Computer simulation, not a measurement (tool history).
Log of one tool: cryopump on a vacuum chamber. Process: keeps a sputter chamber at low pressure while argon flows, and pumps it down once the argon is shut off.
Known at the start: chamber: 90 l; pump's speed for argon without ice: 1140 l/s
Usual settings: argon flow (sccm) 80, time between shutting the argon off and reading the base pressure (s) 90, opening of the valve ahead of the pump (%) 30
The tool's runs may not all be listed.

| run | hour | argon flow (sccm) | time between shutting the argon off and reading the base pressure (s) | opening of the valve ahead of the pump (%) | pressure while argon flows (Pa) | pressure after the wait (uPa) |
|---|---|---|---|---|---|---|
| 1 | 0.0 | 80 | 90 | 30 | 0.4071 | 2.56 |
| 2 | 19.1 | 53 | 90 | 30 | 0.2697 | 2.62 |
| 3 | 34.6 | 80 | 90 | 30 | 0.4122 | 2.51 |
| 4 | 48.2 | 80 | 90 | 30 | 0.4128 | 2.54 |
| 5 | 60.3 | 80 | 90 | 17 | 0.7116 | 2.50 |
| 6 | 71.9 | 80 | 90 | 17 | 0.7137 | 2.51 |
| 7 | 93.5 | 80 | 90 | 17 | 0.7151 | 2.61 |
| 8 | 115.7 | 80 | 90 | 30 | 0.4109 | 2.50 |
| 9 | 137.6 | 80 | 90 | 30 | 0.4142 | 2.57 |
| 10 | 160.7 | 80 | 90 | 30 | 0.4119 | 2.62 |
| 11 | 181.2 | 80 | 90 | 30 | 0.4157 | 2.61 |
| 12 | 203.7 | 80 | 90 | 30 | 0.4149 | 2.66 |
| 13 | 226.8 | 80 | 90 | 30 | 0.4137 | 2.66 |
| 14 | 247.9 | 80 | 90 | 30 | 0.4141 | 2.64 |
| 15 | 274.6 | 80 | 158 | 25 | 0.4952 | 2.15 |
| 16 | 301.7 | 46 | 33 | 30 | 0.2404 | 4.67 |
| 17 | 327.3 | 155 | 55 | 19 | 1.2462 | 3.32 |
| 18 | 343.1 | 81 | 133 | 30 | 0.4236 | 2.35 |
| 19 | 357.0 | 62 | 230 | 42 | 0.2368 | 2.01 |
| 20 | 377.7 | 62 | 230 | 42 | 0.2367 | 2.00 |
| 21 | 393.8 | 62 | 230 | 42 | 0.2360 | 1.99 |
| 22 | 405.3 | 90 | 81 | 42 | 0.3459 | 2.86 |
| 23 | 432.3 | 84 | 81 | 25 | 0.5248 | 2.89 |
| 24 | 448.4 | 80 | 34 | 32 | 0.3958 | 4.50 |
| 25 | 464.7 | 80 | 34 | 32 | 0.3975 | 4.55 |
| 26 | 488.1 | 86 | 26 | 37 | 0.3731 | 5.58 |
| 27 | 503.8 | 40 | 64 | 25 | 0.2519 | 3.28 |

3 ways to go on from here, each from the tool as it stands after run 27. What would each give?
| A | 530.1 | 36 | 123 | 20 | ? | ? |
| B | 530.1 | 80 | 90 | 24 | ? | ? |
| C | 530.1 | 69 | 90 | 30 | ? | ? |

| run | pressure while argon flows (Pa) | pressure after the wait (uPa) |
|---|---|---|
| A | 0.2778 | 2.47 |
| B | 0.5214 | 2.74 |
| C | 0.3663 | 2.82 |
Without the tool's hidden state the same runs would have given:
| run | pressure while argon flows (Pa) | pressure after the wait (uPa) |
|---|---|---|
| A | 0.2651 | 1.11 |
| B | 0.4931 | 1.40 |
| C | 0.3419 | 1.45 |
